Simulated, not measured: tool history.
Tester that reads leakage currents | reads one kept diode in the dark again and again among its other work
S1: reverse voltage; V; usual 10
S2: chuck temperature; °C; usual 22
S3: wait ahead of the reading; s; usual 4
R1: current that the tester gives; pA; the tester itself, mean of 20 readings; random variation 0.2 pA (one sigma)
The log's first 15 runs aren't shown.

{"run": 16, "day": 112.783, "S1": 5.7, "S2": 22, "S3": 4, "R1": 59.05}
{"run": 17, "day": 120.267, "S1": 5.7, "S2": 22, "S3": 4, "R1": 59.7}
{"run": 18, "day": 128.958, "S1": 5.7, "S2": 22, "S3": 4, "R1": 61.31}
{"run": 19, "day": 138.879, "S1": 10, "S2": 22, "S3": 6.24, "R1": 89.42}
{"run": 20, "day": 144.767, "S1": 10, "S2": 22, "S3": 6.24, "R1": 91.3}
{"day": 149.554, "done": "chuck's temperature calibrated"}
{"run": 21, "day": 152.883, "S1": 10, "S2": 22, "S3": 6.24, "R1": 78.22}
{"run": 22, "day": 160.867, "S1": 2.7, "S2": 52, "S3": 6.56, "R1": 320.69}
{"run": 23, "day": 167.454, "S1": 8.7, "S2": 39, "S3": 6.56, "R1": 256.59}
{"day": 172.204, "done": "probe card cleaned and baked"}
{"run": 24, "day": 172.988, "S1": 1.3, "S2": 21, "S3": 6.67, "R1": 18.36}
{"run": 25, "day": 179.412, "S1": 1.3, "S2": 21, "S3": 3.35, "R1": 18.68}
{"run": 26, "day": 187.221, "S1": 13.8, "S2": 22, "S3": 2.99, "R1": 84.73}
{"run": 27, "day": 196.354, "S1": 2, "S2": 22, "S3": 7.39, "R1": 27.42}
{"run": 28, "day": 203.633, "S1": 6.8, "S2": 26, "S3": 3.62, "R1": 80.43}
{"run": 29, "day": 213.704, "S1": 6.8, "S2": 26, "S3": 3.62, "R1": 82.6}
{"run": 30, "day": 219.542, "S1": 3.1, "S2": 22, "S3": 4, "R1": 37.47}
{"run": 31, "day": 229.171, "S1": 5.5, "S2": 22, "S3": 4, "R1": 54.43}
{"run": 32, "day": 235.762, "S1": 3.2, "S2": 22, "S3": 4, "R1": 39.58}
{"run": 33, "day": 240.712, "S1": 10, "S2": 23, "S3": 5.43, "R1": 86.99}
{"run": 34, "day": 247.812, "S1": 14.3, "S2": 41, "S3": 9.07, "R1": 438.89}
{"run": 35, "day": 256.138, "S1": 7.4, "S2": 48, "S3": 0.52, "R1": 500.68}
{"run": 36, "day": 262.246, "S1": 7.4, "S2": 48, "S3": 0.52, "R1": 506.16}
{"run": 37, "day": 270.35, "S1": 7.4, "S2": 48, "S3": 0.52, "R1": 512.36}
{"day": 275.083, "done": "chuck's temperature calibrated"}
{"run": 38, "day": 275.083, "S1": 7.4, "S2": 48, "S3": 0.52, "R1": 439.25}
{"run": 39, "day": 279.821, "S1": 7.4, "S2": 48, "S3": 7.75, "R1": 442.13}
{"run": 40, "day": 287.504, "S1": 7.4, "S2": 48, "S3": 7.75, "R1": 447.26}

4 ways to go on from here, each from the tool as it stands after run 40. What would each give?
{"run": "A", "day": 292.071, "S1": 1.2, "S2": 22, "S3": 0.32, "R1": "?"}
{"run": "B", "day": 292.071, "S1": 10, "S2": 26, "S3": 4, "R1": "?"}
{"run": "C", "day": 292.071, "S1": 7.3, "S2": 48, "S3": 7.75, "R1": "?"}
{"run": "D", "day": 292.071, "S1": 19.1, "S2": 26, "S3": 0.99, "R1": "?"}

run=A R1=20.65
run=B R1=105.26
run=C R1=449.58
run=D R1=158.62
Without the tool's hidden state the same runs would have given:
run=A R1=18.49
run=B R1=90.65
run=C R1=422.63
run=D R1=132.91
